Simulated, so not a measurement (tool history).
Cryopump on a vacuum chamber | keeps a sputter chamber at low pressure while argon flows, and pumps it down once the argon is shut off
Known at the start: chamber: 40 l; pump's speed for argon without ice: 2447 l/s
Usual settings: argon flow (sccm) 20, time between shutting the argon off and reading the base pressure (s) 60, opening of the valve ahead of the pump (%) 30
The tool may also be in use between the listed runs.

run,hour,argon flow (sccm),time between shutting the argon off and reading the base pressure (s),opening of the valve ahead of the pump (%),pressure while argon flows (Pa),pressure after the wait (uPa)
1,0.0,20,60,30,0.0480,1.43
2,32.7,20,60,30,0.0484,1.40
3,60.4,20,60,30,0.0481,1.48
4,96.4,20,60,30,0.0482,1.56
5,125.6,20,60,30,0.0480,1.50
6,145.5,20,60,30,0.0484,1.54
7,175.0,14,60,30,0.0334,1.48
8,213.0,14,60,30,0.0346,1.61
9,250.3,14,60,30,0.0343,1.58
10,285.0,20,60,30,0.0485,1.60
11,309.8,20,60,30,0.0493,1.69
12,328.0,20,60,30,0.0494,1.67
13,362.9,20,60,30,0.0489,1.72
14,386.6,20,60,30,0.0497,1.68
15,412.1,14,60,30,0.0341,1.77
16,432.6,20,60,29,0.0515,1.71
17,460.2,20,60,29,0.0516,1.78
18,478.6,20,60,34,0.0447,1.81
19,515.3,20,110,22,0.0667,1.72
20,546.0,20,110,22,0.0674,1.76
# hour 564.7: pump warmed up, emptied and cooled again
21,577.5,12,60,16,0.0517,1.53
22,594.6,12,60,16,0.0514,1.50
23,623.9,32,20,55,0.0402,2.02
24,646.8,22,142,55,0.0274,1.41
25,685.1,22,142,55,0.0286,1.46
26,710.8,11,60,29,0.0266,1.59
27,733.5,11,60,29,0.0266,1.65
28,771.6,14,60,22,0.0445,1.67
29,797.8,27,20,22,0.0862,2.17
30,830.7,27,20,22,0.0858,2.12
31,866.0,32,21,30,0.0754,2.13
32,899.9,35,65,25,0.0981,1.72
33,921.7,9,26,26,0.0246,2.08

Some steps in pressure while argon flows (Pa) between neighbouring runs. How much of each would the tool show without its hidden state too (settings, what came in, random variation), and how much is left for the hidden state, with any gauge scatter that isn't in both results?
The hidden state here: pump's speed, % of a pump's without ice; cold plate's temperature, K; leak into the chamber, uPa l/s; drift of the gauge itself on working_pa, %; drift of the gauge itself on base_upa, %.
Run 15 -> 16: argon flow (sccm) 14 -> 20, opening of the valve ahead of the pump (%) 30 -> 29. pressure while argon flows (Pa) +0.0174: hidden state +0.0012, all else +0.0162.
Run 20 -> 21: argon flow (sccm) 20 -> 12, time between shutting the argon off and reading the base pressure (s) 110 -> 60, opening of the valve ahead of the pump (%) 22 -> 16, pump warmed up, emptied and cooled again. pressure while argon flows (Pa) -0.0157: hidden state -0.0041, all else -0.0116.
Run 28 -> 29: argon flow (sccm) 14 -> 27, time between shutting the argon off and reading the base pressure (s) 60 -> 20. pressure while argon flows (Pa) +0.0417: hidden state +0.0007, all else +0.0410.
Run 31 -> 32: argon flow (sccm) 32 -> 35, time between shutting the argon off and reading the base pressure (s) 21 -> 65, opening of the valve ahead of the pump (%) 30 -> 25. pressure while argon flows (Pa) +0.0227: hidden state +0.0004, all else +0.0223.
Run 32 -> 33: argon flow (sccm) 35 -> 9, time between shutting the argon off and reading the base pressure (s) 65 -> 26, opening of the valve ahead of the pump (%) 25 -> 26. pressure while argon flows (Pa) -0.0735: hidden state -0.0015, all else -0.0720.
